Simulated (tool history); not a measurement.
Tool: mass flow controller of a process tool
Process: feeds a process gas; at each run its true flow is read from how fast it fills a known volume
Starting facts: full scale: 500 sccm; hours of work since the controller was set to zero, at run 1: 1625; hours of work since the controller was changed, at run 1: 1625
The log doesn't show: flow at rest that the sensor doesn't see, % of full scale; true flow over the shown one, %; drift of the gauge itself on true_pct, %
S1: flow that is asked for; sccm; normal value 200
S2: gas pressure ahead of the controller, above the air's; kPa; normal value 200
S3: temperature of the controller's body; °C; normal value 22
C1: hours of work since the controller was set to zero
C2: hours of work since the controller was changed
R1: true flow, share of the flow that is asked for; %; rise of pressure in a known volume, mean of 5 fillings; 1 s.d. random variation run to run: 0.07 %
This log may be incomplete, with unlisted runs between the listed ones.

run	hour	S1	S2	S3	C1	C2	R1
1	0.0	200	200	22	1625	1625	99.71
2	49.6	200	200	22	1660	1660	99.64
3	134.4	200	200	29	1720	1720	99.93
4	211.3	200	200	29	1774	1774	99.87
5	250.3	200	200	29	1801	1801	99.85
6	293.8	200	200	34	1832	1832	99.93
7	361.4	200	200	34	1879	1879	100.09
8	418.2	200	200	34	1919	1919	100.15
9	456.7	200	200	34	1946	1946	100.01
10	545.4	200	200	22	2008	2008	99.72
11	587.2	200	200	22	2038	2038	99.83
12	629.7	200	158	22	2068	2068	99.62
13	707.5	200	158	22	2122	2122	99.58
14	769.5	200	158	22	2166	2166	99.56
15	824.9	200	200	22	2205	2205	99.80
16	906.1	200	200	37	2262	2262	100.14
17	961.7	200	200	22	2301	2301	99.80
18	1043.4	200	200	22	2358	2358	99.71
19	1137.0	200	200	22	2424	2424	99.80
20	1225.2	200	200	22	2486	2486	99.77
21	1267.9	200	200	22	2516	2516	99.79
22	1358.3	200	200	22	2579	2579	99.78
23	1415.5	200	200	22	2620	2620	99.84
24	1464.7	200	200	22	2654	2654	99.85
25	1549.5	200	224	39	2714	2714	100.33
26	1588.9	110	200	30	2741	2741	101.27
27	1654.5	110	200	32	2788	2788	101.30
28	1722.3	200	275	22	2835	2835	100.16
29	1790.9	200	275	22	2883	2883	100.15
30	1829.2	307	147	23	2910	2910	99.27
31	1886.5	307	150	23	2951	2951	99.28
32	1963.4	446	184	36	3005	3005	99.59
33	2015.4	446	184	36	3041	3041	99.67
34	2096.5	392	162	25	3098	3098	99.29
35	2148.1	392	162	25	3134	3134	99.27
36	2216.8	152	264	27	3183	3183	100.76
37	2256.4	167	175	22	3210	3210	100.15

What will run 38 give?
38	2342.1	167	175	22	3271	3271	?

{"run 38": {"R1": 100.2}}
If the tool had no hidden condition, the same run with the same run-to-run variation would have returned R1 99.17 %.

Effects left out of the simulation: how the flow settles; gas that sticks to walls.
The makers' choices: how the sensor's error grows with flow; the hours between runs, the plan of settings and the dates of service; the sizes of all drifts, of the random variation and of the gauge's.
